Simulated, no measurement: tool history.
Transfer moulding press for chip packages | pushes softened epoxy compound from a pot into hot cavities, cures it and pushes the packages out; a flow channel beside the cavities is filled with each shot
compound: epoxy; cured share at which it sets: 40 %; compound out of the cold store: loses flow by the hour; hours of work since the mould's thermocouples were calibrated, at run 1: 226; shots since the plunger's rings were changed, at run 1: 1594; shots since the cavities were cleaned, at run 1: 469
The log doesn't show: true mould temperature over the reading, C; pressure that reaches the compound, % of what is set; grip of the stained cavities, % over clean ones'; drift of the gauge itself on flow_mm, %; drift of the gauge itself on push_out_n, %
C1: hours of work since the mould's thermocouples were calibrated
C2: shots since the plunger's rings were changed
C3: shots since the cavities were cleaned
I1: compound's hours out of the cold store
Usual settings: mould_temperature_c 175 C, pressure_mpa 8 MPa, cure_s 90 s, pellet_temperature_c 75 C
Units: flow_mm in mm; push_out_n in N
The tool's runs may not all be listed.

run 1 hour=0 | mould_temperature_c=175 pressure_mpa=8 cure_s=90 pellet_temperature_c=75 | C1=226 C2=1594 C3=469 | I1=21.2 | flow_mm=899 push_out_n=762
-- hour=6.7 cavities cleaned with cleaning compound and waxed
-- hour=43.7 cavities cleaned with cleaning compound and waxed
run 2 hour=59.7 | mould_temperature_c=175 pressure_mpa=8 cure_s=90 pellet_temperature_c=75 | C1=265 C2=2447 C3=240 | I1=29.1 | flow_mm=862 push_out_n=633
-- hour=84.9 cavities cleaned with cleaning compound and waxed
-- hour=93.1 plunger's sealing rings changed
run 3 hour=107.8 | mould_temperature_c=175 pressure_mpa=6.55 cure_s=90 pellet_temperature_c=75 | C1=296 C2=221 C3=308 | I1=21.5 | flow_mm=825 push_out_n=660
-- hour=127.8 cavities cleaned with cleaning compound and waxed
run 4 hour=149.2 | mould_temperature_c=175 pressure_mpa=8 cure_s=90 pellet_temperature_c=75 | C1=324 C2=821 C3=321 | I1=44.2 | flow_mm=816 push_out_n=699
-- hour=166.5 cavities cleaned with cleaning compound and waxed
run 5 hour=191.6 | mould_temperature_c=175 pressure_mpa=8 cure_s=90 pellet_temperature_c=75 | C1=352 C2=1437 C3=377 | I1=44.6 | flow_mm=809 push_out_n=733
-- hour=207.2 cavities cleaned with cleaning compound and waxed
run 6 hour=232.6 | mould_temperature_c=175 pressure_mpa=8 cure_s=90 pellet_temperature_c=75 | C1=380 C2=2031 C3=382 | I1=13.6 | flow_mm=927 push_out_n=711
-- hour=248 cavities cleaned with cleaning compound and waxed
-- hour=284 cavities cleaned with cleaning compound and waxed
-- hour=292.7 plunger's sealing rings changed
run 7 hour=302 | mould_temperature_c=168 pressure_mpa=8.9 cure_s=96 pellet_temperature_c=85 | C1=425 C2=140 C3=232 | I1=40.6 | flow_mm=904 push_out_n=741

Forecast run 8:
-- hour=323.1 cavities cleaned with cleaning compound and waxed
run 8 hour=347.9 | mould_temperature_c=168 pressure_mpa=8.23 cure_s=96 pellet_temperature_c=77 | C1=456 C2=809 C3=374 | I1=13.1 | flow_mm=? push_out_n=?

flow_mm: 978 mm
push_out_n: 897 N
Without the tool's hidden state the same run would have given flow_mm 988 mm, push_out_n 588 N.

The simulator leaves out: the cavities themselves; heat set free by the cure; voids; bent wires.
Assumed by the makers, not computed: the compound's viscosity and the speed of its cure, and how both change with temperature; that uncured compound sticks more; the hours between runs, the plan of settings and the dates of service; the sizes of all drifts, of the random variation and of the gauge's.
